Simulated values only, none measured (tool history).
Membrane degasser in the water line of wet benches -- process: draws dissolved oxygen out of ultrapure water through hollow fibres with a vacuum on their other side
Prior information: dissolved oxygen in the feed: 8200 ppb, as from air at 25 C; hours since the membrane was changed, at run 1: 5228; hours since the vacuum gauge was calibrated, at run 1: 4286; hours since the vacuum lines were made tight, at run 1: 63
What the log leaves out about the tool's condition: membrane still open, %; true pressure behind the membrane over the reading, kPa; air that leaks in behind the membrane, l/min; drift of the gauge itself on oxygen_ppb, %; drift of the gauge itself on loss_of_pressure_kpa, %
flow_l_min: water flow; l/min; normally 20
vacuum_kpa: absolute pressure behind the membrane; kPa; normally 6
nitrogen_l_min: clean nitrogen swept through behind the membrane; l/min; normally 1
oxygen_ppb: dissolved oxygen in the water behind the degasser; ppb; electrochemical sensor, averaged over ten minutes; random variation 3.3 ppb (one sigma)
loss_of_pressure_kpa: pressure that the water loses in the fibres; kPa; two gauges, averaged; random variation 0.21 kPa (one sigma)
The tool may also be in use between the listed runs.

run	hour	flow_l_min	vacuum_kpa	nitrogen_l_min	hours since the membrane was changed	hours since the vacuum gauge was calibrated	hours since the vacuum lines were made tight	oxygen_ppb	loss_of_pressure_kpa
1	0	20	6	1	5228	4286	63	333.8	50.14
2	213	20	6	1	5441	4499	276	328.2	50.4
3	357.6	20	6	1	5585	4643	421	335.6	50.27
4	547.5	20	14.75	1	5775	4833	611	702.4	50.2
# hour 664.9: vacuum gauge calibrated
5	805.2	20	12.57	1	6033	140	868	592.6	50.03
6	1086.2	20	9.98	1	6314	421	1149	493.4	50.3
7	1244.7	20	9.98	1	6472	580	1307	489	50.09
8	1413.5	22	10.38	0.74	6641	749	1476	651.9	55.23
9	1545.1	22	10.38	0.74	6772	880	1608	652.5	54.96
10	1722.2	22	10.38	0.54	6950	1057	1785	769.4	54.65
11	1997	16	6	1	7224	1332	2060	256.7	40.06
12	2258	22	4.9	1	7485	1593	2321	328.9	54.9
13	2393.5	22	4.9	1	7621	1729	2456	320.5	55
14	2628.6	17	4.57	1	7856	1964	2691	220.6	42.13

Forecast each of these 4 alternatives for the next run:
# hour 2670.7: seals of the vacuum lines changed
A	2857.2	12	7.25	2.09	8083	2190	187	?	?
# hour 2670.7: seals of the vacuum lines changed
B	2857.2	16	7.43	1.36	8083	2190	187	?	?
# hour 2670.7: seals of the vacuum lines changed
C	2857.2	20	12.56	1.1	8083	2190	187	?	?
# hour 2670.7: seals of the vacuum lines changed
D	2857.2	24	11.6	1	8083	2190	187	?	?

run	oxygen_ppb	loss_of_pressure_kpa
A	152	29.71
B	261.5	39.74
C	570.1	49.89
D	670.2	59.69
Stripped of hidden state, with their random variation kept, the same runs would have yielded:
run	oxygen_ppb	loss_of_pressure_kpa
A	151.2	30
B	260.4	40.12
C	568.7	50.38
D	668.6	60.28

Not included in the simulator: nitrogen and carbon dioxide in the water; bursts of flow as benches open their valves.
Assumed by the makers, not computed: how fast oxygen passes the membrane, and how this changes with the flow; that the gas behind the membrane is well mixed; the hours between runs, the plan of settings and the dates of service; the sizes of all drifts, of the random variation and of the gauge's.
